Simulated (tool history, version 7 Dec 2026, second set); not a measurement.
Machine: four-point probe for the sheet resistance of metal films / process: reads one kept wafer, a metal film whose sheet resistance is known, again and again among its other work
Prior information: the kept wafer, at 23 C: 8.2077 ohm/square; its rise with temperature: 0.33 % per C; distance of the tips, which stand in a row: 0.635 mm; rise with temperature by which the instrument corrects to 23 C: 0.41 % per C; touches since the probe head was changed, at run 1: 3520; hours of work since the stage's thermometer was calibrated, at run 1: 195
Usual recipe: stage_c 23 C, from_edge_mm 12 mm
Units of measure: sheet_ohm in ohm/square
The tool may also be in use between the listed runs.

run   hour  stage_c  from_edge_mm  touches since the probe head was changed  hours of work since the stage's thermometer was calibrated  sheet_ohm
  1    0.0       23            12                                      3520                                                         195   8.199039
  2   51.7       23            12                                      4588                                                         229   8.198689
  3   75.3       19            12                                      5076                                                         245   8.223906
      79.2  -- stage's thermometer calibrated
  4  113.9       23            12                                      5863                                                          23   8.195551
  5  163.6       23            12                                      6891                                                          56   8.193013
  6  191.5       27            12                                      7468                                                          75   8.166818
  7  215.8       32            74                                      7969                                                          91   8.125044
  8  254.3       22             4                                      8766                                                         117   8.292254
     262.6  -- stage's thermometer calibrated, once more
  9  308.7       22             4                                      9879                                                          31   8.294022
 10  335.6       33            23                                     10436                                                          49   8.116519

Predict each of these 4 candidate next runs independently; none follows another, all start after run 10:
  A  365.6       23            14                                     11055                                                          68          ?
  B  365.6       33             8                                     11055                                                          68          ?
  C  365.6       35            12                                     11055                                                          68          ?
  D  365.6       30            32                                     11055                                                          68          ?

run  sheet_ohm
  A   8.184943
  B   8.142180
  C   8.111827
  D   8.132688
Without the tool's unlogged condition, the same runs would have read:
run  sheet_ohm
  A   8.216703
  B   8.173791
  C   8.143328
  D   8.164264
